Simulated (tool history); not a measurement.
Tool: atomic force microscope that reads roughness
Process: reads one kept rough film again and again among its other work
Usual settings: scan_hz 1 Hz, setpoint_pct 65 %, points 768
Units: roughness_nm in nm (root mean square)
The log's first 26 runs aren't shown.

run	hour	scan_hz	setpoint_pct	points	roughness_nm
# hour 867.8: new tip fitted
27	883.4	1.36	87	832	1.538
# hour 888.2: height scale calibrated on a step standard
28	927	1.36	87	832	1.477
29	966.8	1.31	61	480	1.526
30	988.5	1.31	64	719	1.511
# hour 1024.7: new tip fitted
31	1024.9	1	65	596	1.674
32	1061.4	0.82	65	381	1.623
# hour 1096.5: height scale calibrated on a step standard, once more
33	1109.7	0.82	65	381	1.586
34	1154.3	0.78	69	320	1.536
# hour 1179.4: new tip fitted
35	1190.2	0.78	69	320	1.669
36	1217.6	0.78	69	320	1.634
37	1246.9	2.31	69	320	1.529
38	1280	0.96	62	303	1.565
39	1326.5	2.89	56	768	1.476
# hour 1333.7: new tip fitted
40	1371.3	2.89	56	768	1.629
41	1417.6	1.73	84	472	1.454
42	1456	1.12	59	453	1.543
# hour 1487.8: new tip fitted
43	1505	1.12	59	453	1.689
44	1543.3	1.21	67	739	1.605
45	1571.5	0.64	57	768	1.606
46	1597.7	1.6	65	685	1.523
47	1620.4	3.8	59	548	1.473
# hour 1643.8: new tip fitted
48	1657.7	3.8	59	548	1.609
49	1689.6	3.8	59	548	1.568
50	1720.3	1.07	61	614	1.587
51	1757.7	0.78	71	768	1.525

4 ways to go on from here, each from the tool as it stands after run 51. What would each give?
A	1782.1	0.67	58	480	?
B	1782.1	1.71	81	768	?
C	1782.1	0.78	79	350	?
D	1782.1	1.09	71	768	?

run	roughness_nm
A	1.543
B	1.382
C	1.461
D	1.478
Without the tool's hidden state the same runs would have given:
run	roughness_nm
A	1.76
B	1.577
C	1.668
D	1.687
